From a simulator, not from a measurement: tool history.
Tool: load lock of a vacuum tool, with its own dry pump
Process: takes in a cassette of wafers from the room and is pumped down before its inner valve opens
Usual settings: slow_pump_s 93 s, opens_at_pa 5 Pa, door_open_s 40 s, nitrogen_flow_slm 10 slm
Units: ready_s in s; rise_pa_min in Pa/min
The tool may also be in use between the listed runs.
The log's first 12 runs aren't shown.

run	hour	slow_pump_s	opens_at_pa	door_open_s	nitrogen_flow_slm	incoming humidity of the room's air, %	ready_s	rise_pa_min
13	4559	81	5	40	10	49.1	152.2	0.138
14	4842.4	107	5	40	10	44.9	175.4	0.139
15	5315.6	107	5	40	10	41.8	175.5	0.154
16	5899.5	107	5	40	10	49.2	174.9	0.171
17	6457.9	107	5	40	10	46.1	174.8	0.183
18	6814.7	98	5	40	10	48.5	167.1	0.196
19	7198.2	98	5	40	10	43.8	167.5	0.2
20	7769.1	93	6	205	10	45	163.2	0.258
21	8319.8	93	5	119	10	43.3	166.4	0.25
22	8906	93	5	119	10	44.6	166.6	0.267
23	9202.2	62	4	45	10	45.8	145.9	0.253
24	9524	62	4	45	10	47.4	146.6	0.264
25	10016.1	62	4	45	10	46	146.8	0.284
26	10330.7	82	4	161	10	39.2	161.7	0.31
27	10626.9	56	4	105	5	45.9	143.2	0.331
28	11204.3	111	4	117	5	46	187.8	0.35
29	11768.1	85	5	75	4	46.9	165.1	0.349
30	12222.1	172	9	101	20	43.2	228.6	0.358
31	12542.7	125	8	130	14	47.1	193.4	0.382
32	12978.5	54	8	40	10	46.2	137.4	0.372
33	13366.5	54	8	40	10	45	138.1	0.392
34	13733.2	168	5	40	10	40.9	231.7	0.401
35	14190.7	168	5	40	10	45.1	231.8	0.415
36	14699.8	168	5	40	10	41.5	231.8	0.438
37	15178	168	5	40	10	43.9	233.2	0.455

Forecast each of these 3 alternatives for the next run:
A	15441	84	6	40	17	45.3	?	?
B	15441	64	4	40	5	43.4	?	?
C	15441	168	9	40	10	42.7	?	?

run	ready_s	rise_pa_min
A	167.5	0.46
B	155.7	0.474
C	226.2	0.465
Without the tool's hidden state the same runs would have given:
run	ready_s	rise_pa_min
A	145.2	0.029
B	131	0.038
C	210.4	0.03
